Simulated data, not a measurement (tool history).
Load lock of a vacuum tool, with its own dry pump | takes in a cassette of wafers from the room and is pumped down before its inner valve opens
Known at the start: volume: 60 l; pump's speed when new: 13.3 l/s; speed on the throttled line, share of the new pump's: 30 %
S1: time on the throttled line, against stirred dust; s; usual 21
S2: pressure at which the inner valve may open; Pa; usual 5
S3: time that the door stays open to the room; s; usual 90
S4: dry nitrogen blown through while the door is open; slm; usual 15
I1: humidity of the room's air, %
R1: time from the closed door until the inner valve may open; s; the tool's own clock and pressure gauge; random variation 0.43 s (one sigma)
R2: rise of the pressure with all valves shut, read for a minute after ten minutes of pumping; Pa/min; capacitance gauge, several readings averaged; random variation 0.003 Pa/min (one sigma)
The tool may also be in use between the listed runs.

Run 1, hour 0: usual settings; I1 43. Result: R1 60.3 s, R2 0.071 Pa/min.
Run 2, hour 175.5: usual settings; I1 43.3. Result: R1 60.8 s, R2 0.075 Pa/min.
Run 3, hour 376.1: usual settings but S1 18 s; I1 44.4. Result: R1 58.7 s, R2 0.075 Pa/min.
Run 4, hour 505.8: usual settings but S1 18 s; I1 45.5. Result: R1 59.4 s, R2 0.085 Pa/min.
Run 5, hour 650.9: usual settings but S1 18 s; I1 45.6. Result: R1 59.3 s, R2 0.082 Pa/min.
Run 6, hour 833.3: usual settings but S1 18 s; I1 46.8. Result: R1 59.4 s, R2 0.086 Pa/min.
Run 7, hour 1066: usual settings but S1 18 s; I1 43.6. Result: R1 59.2 s, R2 0.098 Pa/min.
Run 8, hour 1277.4: usual settings but S1 18 s; I1 44.7. Result: R1 59.2 s, R2 0.095 Pa/min.
Run 9, hour 1509.1: usual settings but S1 18 s; I1 42.7. Result: R1 59.8 s, R2 0.096 Pa/min.
Run 10, hour 1631.5: usual settings but S1 18 s; I1 43.8. Result: R1 59.2 s, R2 0.099 Pa/min.
Run 11, hour 1864: usual settings; I1 47.1. Result: R1 61.4 s, R2 0.114 Pa/min.
Run 12, hour 1986.7: usual settings; I1 48.3. Result: R1 61.7 s, R2 0.118 Pa/min.
Run 13, hour 2095.9: usual settings; I1 43.5. Result: R1 61.9 s, R2 0.107 Pa/min.
Run 14, hour 2359.6: usual settings; I1 41.9. Result: R1 62.8 s, R2 0.113 Pa/min.
Run 15, hour 2539: usual settings; I1 44.2. Result: R1 61.5 s, R2 0.123 Pa/min.
Run 16, hour 2786.4: usual settings but S4 35 slm; I1 45.9. Result: R1 60.6 s, R2 0.11 Pa/min.
Run 17, hour 2945.7: usual settings but S4 35 slm; I1 44.9. Result: R1 61.4 s, R2 0.114 Pa/min.
Run 18, hour 3109.6: usual settings; I1 45.1. Result: R1 62 s, R2 0.135 Pa/min.
Run 19, hour 3294.8: usual settings; I1 38.7. Result: R1 61.4 s, R2 0.133 Pa/min.
Run 20, hour 3488.7: usual settings; I1 46.7. Result: R1 62.6 s, R2 0.147 Pa/min.
Run 21, hour 3661.2: usual settings but S1 40 s, S3 30 s, S4 24 slm; I1 40.3. Result: R1 74.3 s, R2 0.116 Pa/min.
Run 22, hour 3785.6: usual settings but S1 17 s, S2 4 Pa, S3 39 s; I1 44.7. Result: R1 60.7 s, R2 0.125 Pa/min.
Run 23, hour 3998.8: usual settings but S1 27 s, S2 6 Pa; I1 45. Result: R1 65.4 s, R2 0.156 Pa/min.
Run 24, hour 4183.8: usual settings but S4 5 slm; I1 45.5. Result: R1 61.5 s, R2 0.182 Pa/min.
Run 25, hour 4354.8: usual settings but S1 36 s, S3 100 s, S4 12 slm; I1 47. Result: R1 71.8 s, R2 0.177 Pa/min.
Run 26, hour 4549.9: usual settings but S1 36 s, S3 100 s, S4 12 slm; I1 46.5. Result: R1 72.5 s, R2 0.181 Pa/min.
Run 27, hour 4757.4: usual settings but S1 34 s; I1 46.1. Result: R1 70.5 s, R2 0.184 Pa/min.
Run 28, hour 5001.7: usual settings but S1 19 s, S2 6 Pa, S3 228 s, S4 6 slm; I1 43.3. Result: R1 60.1 s, R2 0.245 Pa/min.
Run 29, hour 5122.3: usual settings but S1 19 s, S2 6 Pa, S3 26 s, S4 6 slm; I1 42.9. Result: R1 59.7 s, R2 0.175 Pa/min.
Run 30, hour 5283.8: usual settings but S3 39 s, S4 44 slm; I1 43.7. Result: R1 63 s, R2 0.158 Pa/min.
Run 31, hour 5451.5: usual settings but S1 26 s, S2 6 Pa, S3 96 s, S4 8 slm; I1 45.9. Result: R1 64.4 s, R2 0.223 Pa/min.
Run 32, hour 5705.1: usual settings but S1 26 s, S2 10 Pa, S3 96 s, S4 22 slm; I1 44.7. Result: R1 61.4 s, R2 0.203 Pa/min.
Run 33, hour 5833.2: usual settings but S1 29 s, S2 10 Pa, S3 130 s, S4 22 slm; I1 43.6. Result: R1 64.9 s, R2 0.208 Pa/min.
Run 34, hour 6089.2: usual settings but S1 29 s, S2 10 Pa, S3 147 s, S4 31 slm; I1 46.2. Result: R1 65 s, R2 0.219 Pa/min.
Run 35, hour 6311.1: usual settings but S1 29 s, S2 10 Pa, S3 147 s, S4 31 slm; I1 42.3. Result: R1 64 s, R2 0.225 Pa/min.
Run 36, hour 6568.4: usual settings but S1 29 s, S2 10 Pa, S3 147 s, S4 31 slm; I1 50.4. Result: R1 64.3 s, R2 0.236 Pa/min.
Run 37, hour 6734.9: usual settings but S3 77 s, S4 16 slm; I1 44. Result: R1 63 s, R2 0.235 Pa/min.
Run 38, hour 6970.5: usual settings but S1 26 s, S3 67 s, S4 8 slm; I1 46.2. Result: R1 65.6 s, R2 0.25 Pa/min.

Forecast each of these 3 alternatives for the next run:
Run A, hour 7209.1: usual settings but S1 26 s, S3 38 s; I1 46. Result: R1 ?, R2 ?.
Run B, hour 7209.1: usual settings but S1 26 s, S3 195 s, S4 8 slm; I1 43.7. Result: R1 ?, R2 ?.
Run C, hour 7209.1: usual settings but S1 26 s, S2 7 Pa, S3 60 s, S4 23 slm; I1 42.7. Result: R1 ?, R2 ?.

run    R1     R2
  A  66.3  0.229
  B  66.2  0.303
  C  63.5  0.241
Without the tool's hidden state the same runs would have given:
run    R1     R2
  A  63.5  0.027
  B  63.5  0.097
  C  60.9  0.037
